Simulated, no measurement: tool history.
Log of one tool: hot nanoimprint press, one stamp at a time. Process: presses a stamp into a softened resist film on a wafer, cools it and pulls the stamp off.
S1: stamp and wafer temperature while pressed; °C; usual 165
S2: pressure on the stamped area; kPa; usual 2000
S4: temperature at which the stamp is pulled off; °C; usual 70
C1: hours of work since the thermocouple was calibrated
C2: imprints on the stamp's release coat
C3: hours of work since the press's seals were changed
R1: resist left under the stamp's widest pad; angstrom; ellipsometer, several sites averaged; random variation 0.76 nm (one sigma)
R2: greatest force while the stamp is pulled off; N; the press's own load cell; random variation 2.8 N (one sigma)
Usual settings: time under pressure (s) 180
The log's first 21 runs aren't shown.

-- hour=621.4 stamp cleaned and given a new release coat
run 22 hour=633.8 | S1=155 S2=1620 time_under_pressure_(s)=180 S4=70 | C1=125 C2=42 C3=172 | R1=1524 R2=129
run 23 hour=657.6 | S1=161 S2=1620 time_under_pressure_(s)=271 S4=76 | C1=139 C2=122 C3=187 | R1=1047 R2=122
run 24 hour=695.6 | S1=155 S2=1260 time_under_pressure_(s)=90 S4=74 | C1=163 C2=251 C3=211 | R1=1951 R2=122
run 25 hour=725.0 | S1=165 S2=2830 time_under_pressure_(s)=110 S4=73 | C1=181 C2=350 C3=229 | R1=989 R2=121
run 26 hour=763.5 | S1=165 S2=1780 time_under_pressure_(s)=326 S4=70 | C1=205 C2=480 C3=253 | R1=783 R2=127
-- hour=799.5 stamp cleaned and given a new release coat
run 27 hour=800.8 | S1=167 S2=1300 time_under_pressure_(s)=216 S4=70 | C1=224 C2=5 C3=272 | R1=986 R2=131
run 28 hour=833.0 | S1=160 S2=2480 time_under_pressure_(s)=158 S4=74 | C1=244 C2=113 C3=292 | R1=1127 R2=127
-- hour=867.1 plate thermocouple calibrated
run 29 hour=868.2 | S1=160 S2=2480 time_under_pressure_(s)=158 S4=74 | C1=1 C2=222 C3=312 | R1=1115 R2=128

Forecast run 30:
run 30 hour=890.3 | S1=165 S2=2820 time_under_pressure_(s)=180 S4=69 | C1=14 C2=297 C3=326 | R1=? R2=?

Run 30 gave R1 831 angstrom, R2 128 N.
Without the tool's hidden state the same run would have given R1 830 angstrom, R2 127 N.
